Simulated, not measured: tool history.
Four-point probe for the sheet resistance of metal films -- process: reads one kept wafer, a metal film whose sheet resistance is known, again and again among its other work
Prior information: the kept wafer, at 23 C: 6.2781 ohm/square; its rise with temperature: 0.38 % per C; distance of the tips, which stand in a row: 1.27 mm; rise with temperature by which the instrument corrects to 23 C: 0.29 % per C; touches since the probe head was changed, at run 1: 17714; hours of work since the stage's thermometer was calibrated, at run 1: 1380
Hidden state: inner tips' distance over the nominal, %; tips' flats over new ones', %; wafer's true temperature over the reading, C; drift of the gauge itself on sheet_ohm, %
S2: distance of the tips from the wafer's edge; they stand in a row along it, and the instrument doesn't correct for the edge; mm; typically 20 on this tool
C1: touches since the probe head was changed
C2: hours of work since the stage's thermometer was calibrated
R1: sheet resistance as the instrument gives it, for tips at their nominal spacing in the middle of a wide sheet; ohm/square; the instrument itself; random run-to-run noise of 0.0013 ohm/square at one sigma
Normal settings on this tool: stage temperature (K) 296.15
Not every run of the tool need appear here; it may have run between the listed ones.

{"run": 1, "day": 0.0, "stage temperature (K)": 296.15, "S2": 20, "C1": 17714, "C2": 1380, "R1": 6.310809}
{"run": 2, "day": 0.575, "stage temperature (K)": 296.15, "S2": 20, "C1": 17945, "C2": 1387, "R1": 6.307907}
{"run": 3, "day": 1.162, "stage temperature (K)": 296.15, "S2": 3, "C1": 18180, "C2": 1394, "R1": 6.843733}
{"run": 4, "day": 2.029, "stage temperature (K)": 296.15, "S2": 20, "C1": 18528, "C2": 1404, "R1": 6.310723}
{"run": 5, "day": 3.3, "stage temperature (K)": 296.15, "S2": 20, "C1": 19036, "C2": 1418, "R1": 6.306516}
{"run": 6, "day": 4.004, "stage temperature (K)": 296.15, "S2": 20, "C1": 19318, "C2": 1426, "R1": 6.312473}
{"run": 7, "day": 4.662, "stage temperature (K)": 298.15, "S2": 40, "C1": 19583, "C2": 1434, "R1": 6.309683}
{"run": 8, "day": 5.267, "stage temperature (K)": 298.15, "S2": 40, "C1": 19824, "C2": 1441, "R1": 6.310383}
{"run": 9, "day": 6.308, "stage temperature (K)": 305.15, "S2": 20, "C1": 20241, "C2": 1453, "R1": 6.359468}
{"run": 10, "day": 7.079, "stage temperature (K)": 305.15, "S2": 20, "C1": 20551, "C2": 1462, "R1": 6.360128}
{"run": 11, "day": 8.192, "stage temperature (K)": 305.15, "S2": 20, "C1": 20997, "C2": 1475, "R1": 6.359775}

Predict each of these 4 candidate next runs independently; none follows another, all start after run 11:
{"run": "A", "day": 9.521, "stage temperature (K)": 293.15, "S2": 9, "C1": 21529, "C2": 1490, "R1": "?"}
{"run": "B", "day": 9.521, "stage temperature (K)": 291.15, "S2": 13, "C1": 21529, "C2": 1490, "R1": "?"}
{"run": "C", "day": 9.521, "stage temperature (K)": 299.15, "S2": 47, "C1": 21529, "C2": 1490, "R1": "?"}
{"run": "D", "day": 9.521, "stage temperature (K)": 295.15, "S2": 5, "C1": 21529, "C2": 1490, "R1": "?"}

run=A R1=6.345098
run=B R1=6.298016
run=C R1=6.315294
run=D R1=6.499793
What these runs would have given with no unlogged condition in the tool:
run=A R1=6.327953
run=B R1=6.280892
run=C R1=6.298536
run=D R1=6.482345
